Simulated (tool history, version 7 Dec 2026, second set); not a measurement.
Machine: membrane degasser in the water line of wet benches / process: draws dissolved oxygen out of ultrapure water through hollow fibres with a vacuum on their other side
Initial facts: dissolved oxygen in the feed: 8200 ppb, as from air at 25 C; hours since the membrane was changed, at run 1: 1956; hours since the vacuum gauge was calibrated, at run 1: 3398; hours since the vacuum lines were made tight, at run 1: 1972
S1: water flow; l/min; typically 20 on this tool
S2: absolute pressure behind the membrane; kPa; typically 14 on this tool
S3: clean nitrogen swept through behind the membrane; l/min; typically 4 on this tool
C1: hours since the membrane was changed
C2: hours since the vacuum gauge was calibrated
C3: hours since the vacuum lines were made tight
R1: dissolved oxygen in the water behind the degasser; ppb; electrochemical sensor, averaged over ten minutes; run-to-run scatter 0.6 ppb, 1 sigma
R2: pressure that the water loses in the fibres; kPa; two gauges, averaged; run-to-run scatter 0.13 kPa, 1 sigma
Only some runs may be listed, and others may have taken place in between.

| run | hour | S1 | S2 | S3 | C1 | C2 | C3 | R1 | R2 |
|---|---|---|---|---|---|---|---|---|---|
| 1 | 0 | 20 | 14 | 4 | 1956 | 3398 | 1972 | 135.6 | 26.23 |
| 2 | 51.3 | 20 | 14 | 4 | 2008 | 3449 | 2023 | 135 | 26.13 |
| 3 | 109.4 | 20 | 13.2 | 4 | 2066 | 3507 | 2081 | 124.3 | 26.41 |
| 4 | 148.2 | 27 | 13.2 | 4 | 2104 | 3546 | 2120 | 170.9 | 35.85 |
| 5 | 215.2 | 27 | 9.7 | 4 | 2171 | 3613 | 2187 | 115.1 | 35.71 |
| 6 | 284.1 | 27 | 9.7 | 4 | 2240 | 3682 | 2256 | 115.2 | 35.57 |
| 7 | 327.7 | 27 | 9.7 | 4 | 2284 | 3725 | 2300 | 114 | 36.09 |
| 8 | 396.5 | 27 | 9.7 | 4 | 2353 | 3794 | 2368 | 114.8 | 35.86 |
| 9 | 433 | 29 | 23.9 | 4 | 2389 | 3831 | 2405 | 361.1 | 39.04 |
| 10 | 503.7 | 12 | 26.8 | 4 | 2460 | 3901 | 2476 | 172.4 | 16.07 |
| 11 | 542.7 | 15 | 15.1 | 1.64 | 2499 | 3940 | 2515 | 253.3 | 20.37 |
| 12 | 615.8 | 19 | 10.3 | 4 | 2572 | 4013 | 2588 | 86.3 | 25.36 |
| 13 | 656.2 | 20 | 11.6 | 11.01 | 2612 | 4054 | 2628 | 42.5 | 26.91 |
|  | 663.2 | gauge calibrated |
| 14 | 703.1 | 30 | 23.4 | 4.02 | 2659 | 4101 | 2675 | 363.5 | 39.41 |

Below, each run's measurement less what the same run would have read without the hidden state. Both values contain the same run-to-run variation, but the gauge's scatter may not be the same in both:
What the log doesn't record here: membrane still open, %; true pressure behind the membrane over the reading, kPa; air that leaks in behind the membrane, l/min; drift of the gauge itself on oxygen_ppb, %; drift of the gauge itself on loss_of_pressure_kpa, %.
| run | R2 |
|---|---|
| 1 | +0.01 |
| 2 | +0.07 |
| 3 | +0.13 |
| 4 | +0.23 |
| 5 | +0.34 |
| 6 | +0.44 |
| 7 | +0.51 |
| 8 | +0.61 |
| 9 | +0.72 |
| 10 | +0.34 |
| 11 | +0.46 |
| 12 | +0.66 |
| 13 | +0.75 |
| 14 | +0.09 |
R1: differs from the measured result by no more than 0.2 ppb in any run.
